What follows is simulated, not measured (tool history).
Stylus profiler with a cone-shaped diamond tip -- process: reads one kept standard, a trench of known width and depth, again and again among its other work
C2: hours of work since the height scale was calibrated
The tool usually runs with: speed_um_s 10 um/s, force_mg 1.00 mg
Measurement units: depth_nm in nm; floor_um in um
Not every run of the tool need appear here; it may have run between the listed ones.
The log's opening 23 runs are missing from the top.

{"run": 24, "hour": 637.1, "speed_um_s": 29, "force_mg": 0.37, "scans with this tip": 11129, "C2": 885, "depth_nm": 500.04, "floor_um": 43.75}
{"run": 25, "hour": 667.0, "speed_um_s": 22, "force_mg": 0.92, "scans with this tip": 11359, "C2": 903, "depth_nm": 501.45, "floor_um": 43.91}
{"run": 26, "hour": 681.5, "speed_um_s": 22, "force_mg": 0.92, "scans with this tip": 11470, "C2": 912, "depth_nm": 501.58, "floor_um": 43.87}
{"run": 27, "hour": 704.1, "speed_um_s": 26, "force_mg": 1.0, "scans with this tip": 11642, "C2": 926, "depth_nm": 501.66, "floor_um": 43.77}
{"run": 28, "hour": 726.6, "speed_um_s": 8, "force_mg": 0.7, "scans with this tip": 11815, "C2": 940, "depth_nm": 500.81, "floor_um": 43.9}
{"run": 29, "hour": 748.4, "speed_um_s": 39, "force_mg": 0.73, "scans with this tip": 11982, "C2": 953, "depth_nm": 500.97, "floor_um": 43.67}
{"run": 30, "hour": 774.4, "speed_um_s": 24, "force_mg": 1.89, "scans with this tip": 12182, "C2": 969, "depth_nm": 503.29, "floor_um": 43.78}
{"run": 31, "hour": 802.8, "speed_um_s": 24, "force_mg": 1.89, "scans with this tip": 12399, "C2": 986, "depth_nm": 503.31, "floor_um": 43.83}
{"run": 32, "hour": 819.7, "speed_um_s": 3, "force_mg": 1.38, "scans with this tip": 12529, "C2": 996, "depth_nm": 502.29, "floor_um": 43.87}
{"run": 33, "hour": 848.5, "speed_um_s": 3, "force_mg": 0.54, "scans with this tip": 12750, "C2": 1014, "depth_nm": 500.27, "floor_um": 43.79}
{"run": 34, "hour": 875.3, "speed_um_s": 3, "force_mg": 0.54, "scans with this tip": 12955, "C2": 1030, "depth_nm": 500.3, "floor_um": 43.83}
{"run": 35, "hour": 894.2, "speed_um_s": 27, "force_mg": 2.33, "scans with this tip": 13100, "C2": 1042, "depth_nm": 503.76, "floor_um": 43.76}
{"run": 36, "hour": 924.4, "speed_um_s": 3, "force_mg": 0.79, "scans with this tip": 13332, "C2": 1060, "depth_nm": 500.91, "floor_um": 43.79}
{"run": 37, "hour": 941.1, "speed_um_s": 3, "force_mg": 0.79, "scans with this tip": 13460, "C2": 1070, "depth_nm": 500.84, "floor_um": 43.72}

Each row is a separate what-if for the run after 37, all from the same tool condition, not one after another. Results?
{"run": "A", "hour": 958.2, "speed_um_s": 28, "force_mg": 2.68, "scans with this tip": 13591, "C2": 1081, "depth_nm": "?", "floor_um": "?"}
{"run": "B", "hour": 958.2, "speed_um_s": 10, "force_mg": 0.58, "scans with this tip": 13591, "C2": 1081, "depth_nm": "?", "floor_um": "?"}
{"run": "C", "hour": 958.2, "speed_um_s": 20, "force_mg": 0.97, "scans with this tip": 13591, "C2": 1081, "depth_nm": "?", "floor_um": "?"}
{"run": "D", "hour": 958.2, "speed_um_s": 3, "force_mg": 1.11, "scans with this tip": 13591, "C2": 1081, "depth_nm": "?", "floor_um": "?"}
{"run": "E", "hour": 958.2, "speed_um_s": 2, "force_mg": 0.63, "scans with this tip": 13591, "C2": 1081, "depth_nm": "?", "floor_um": "?"}

run=A depth_nm=504.42 floor_um=43.67
run=B depth_nm=500.43 floor_um=43.71
run=C depth_nm=501.60 floor_um=43.62
run=D depth_nm=501.63 floor_um=43.75
run=E depth_nm=500.68 floor_um=43.73
The same runs, with their run-to-run variation unchanged, on a tool lacking any hidden condition would have given:
run=A depth_nm=506.35 floor_um=45.56
run=B depth_nm=502.35 floor_um=45.59
run=C depth_nm=503.53 floor_um=45.50
run=D depth_nm=503.55 floor_um=45.63
run=E depth_nm=502.60 floor_um=45.62

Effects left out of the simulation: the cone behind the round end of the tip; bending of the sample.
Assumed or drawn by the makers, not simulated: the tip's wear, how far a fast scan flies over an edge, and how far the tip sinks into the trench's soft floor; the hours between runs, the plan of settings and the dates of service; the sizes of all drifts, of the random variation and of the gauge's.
